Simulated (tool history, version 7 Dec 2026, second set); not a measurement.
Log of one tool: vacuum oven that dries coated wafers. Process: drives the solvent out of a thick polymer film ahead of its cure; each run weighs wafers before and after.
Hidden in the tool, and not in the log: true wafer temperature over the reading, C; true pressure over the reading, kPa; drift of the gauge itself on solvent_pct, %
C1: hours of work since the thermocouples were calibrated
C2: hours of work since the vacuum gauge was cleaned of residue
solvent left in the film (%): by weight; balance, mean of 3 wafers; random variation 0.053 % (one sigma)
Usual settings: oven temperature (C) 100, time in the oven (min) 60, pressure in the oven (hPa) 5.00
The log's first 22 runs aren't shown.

Run 23, hour 448.5: usual settings; C1 596; C2 1001. Result: solvent left in the film (%) 5.65.
Run 24, hour 476.5: usual settings but time in the oven (min) 80, pressure in the oven (hPa) 13.03; C1 608; C2 1012. Result: solvent left in the film (%) 3.94.
Run 25, hour 499.8: usual settings but time in the oven (min) 80, pressure in the oven (hPa) 13.03; C1 617; C2 1022. Result: solvent left in the film (%) 4.01.
Run 26, hour 519.9: usual settings but oven temperature (C) 113, time in the oven (min) 63; C1 626; C2 1030. Result: solvent left in the film (%) 2.03.
Run 27, hour 543.8: usual settings but oven temperature (C) 110; C1 635; C2 1040. Result: solvent left in the film (%) 2.86.
Run 28, hour 565.9: usual settings but oven temperature (C) 110; C1 644; C2 1049. Result: solvent left in the film (%) 2.81.
Run 29, hour 588.8: usual settings but time in the oven (min) 35, pressure in the oven (hPa) 7.87; C1 654; C2 1058. Result: solvent left in the film (%) 9.24.
Run 30, hour 610.8: usual settings but oven temperature (C) 111, time in the oven (min) 38; C1 663; C2 1067. Result: solvent left in the film (%) 5.50.
Run 31, hour 634.1: usual settings but oven temperature (C) 111, time in the oven (min) 34; C1 672; C2 1077. Result: solvent left in the film (%) 6.14.
Run 32, hour 648.0: usual settings but time in the oven (min) 93, pressure in the oven (hPa) 6.94; C1 678; C2 1082. Result: solvent left in the film (%) 2.88.
Run 33, hour 670.8: usual settings but oven temperature (C) 95, pressure in the oven (hPa) 7.67; C1 687; C2 1091. Result: solvent left in the film (%) 7.21.
Run 34, hour 694.3: usual settings but oven temperature (C) 95, pressure in the oven (hPa) 7.67; C1 697; C2 1101. Result: solvent left in the film (%) 7.02.
Run 35, hour 712.6: usual settings but oven temperature (C) 87, time in the oven (min) 98, pressure in the oven (hPa) 7.67; C1 704; C2 1109. Result: solvent left in the film (%) 6.33.
Run 36, hour 738.1: usual settings but oven temperature (C) 90, time in the oven (min) 33, pressure in the oven (hPa) 5.70; C1 714; C2 1119. Result: solvent left in the film (%) 12.20.
Run 37, hour 757.8: usual settings but oven temperature (C) 90, time in the oven (min) 84, pressure in the oven (hPa) 2.87; C1 722; C2 1127. Result: solvent left in the film (%) 6.24.
Run 38, hour 776.0: usual settings but oven temperature (C) 101, pressure in the oven (hPa) 8.66; C1 730; C2 1134. Result: solvent left in the film (%) 5.32.
Run 39, hour 799.7: usual settings but oven temperature (C) 107, time in the oven (min) 66, pressure in the oven (hPa) 3.46; C1 740; C2 1144. Result: solvent left in the film (%) 3.02.
Run 40, hour 819.9: usual settings but oven temperature (C) 86, time in the oven (min) 74, pressure in the oven (hPa) 8.93; C1 748; C2 1152. Result: solvent left in the film (%) 8.42.
Run 41, hour 837.1: usual settings but oven temperature (C) 89, time in the oven (min) 62, pressure in the oven (hPa) 13.61; C1 755; C2 1159. Result: solvent left in the film (%) 9.08.
Run 42, hour 850.6: usual settings but oven temperature (C) 89, time in the oven (min) 62, pressure in the oven (hPa) 13.61; C1 760; C2 1165. Result: solvent left in the film (%) 9.10.
Run 43, hour 878.0: usual settings but oven temperature (C) 99, time in the oven (min) 42, pressure in the oven (hPa) 17.58; C1 771; C2 1176. Result: solvent left in the film (%) 8.50.
Run 44, hour 906.8: usual settings but oven temperature (C) 110, time in the oven (min) 51, pressure in the oven (hPa) 17.58; C1 783; C2 1188. Result: solvent left in the film (%) 4.08.
Run 45, hour 930.2: usual settings but oven temperature (C) 113, time in the oven (min) 61, pressure in the oven (hPa) 13.46; C1 793; C2 1197. Result: solvent left in the film (%) 2.33.
Run 46, hour 959.1: usual settings but oven temperature (C) 113, time in the oven (min) 61, pressure in the oven (hPa) 13.46; C1 804; C2 1209. Result: solvent left in the film (%) 2.45.

Forecast each of these 3 alternatives for the next run:
Run A, hour 974.5: usual settings but time in the oven (min) 35, pressure in the oven (hPa) 2.89; C1 811; C2 1215. Result: solvent left in the film (%) ?.
Run B, hour 974.5: usual settings but oven temperature (C) 108, time in the oven (min) 63, pressure in the oven (hPa) 13.46; C1 811; C2 1215. Result: solvent left in the film (%) ?.
Run C, hour 974.5: usual settings but oven temperature (C) 114, time in the oven (min) 103, pressure in the oven (hPa) 4.55; C1 811; C2 1215. Result: solvent left in the film (%) ?.

run  solvent left in the film (%)
  A                          9.14
  B                          3.26
  C                          0.48
Without the tool's hidden state the same runs would have given:
run  solvent left in the film (%)
  A                          9.13
  B                          3.25
  C                          0.47

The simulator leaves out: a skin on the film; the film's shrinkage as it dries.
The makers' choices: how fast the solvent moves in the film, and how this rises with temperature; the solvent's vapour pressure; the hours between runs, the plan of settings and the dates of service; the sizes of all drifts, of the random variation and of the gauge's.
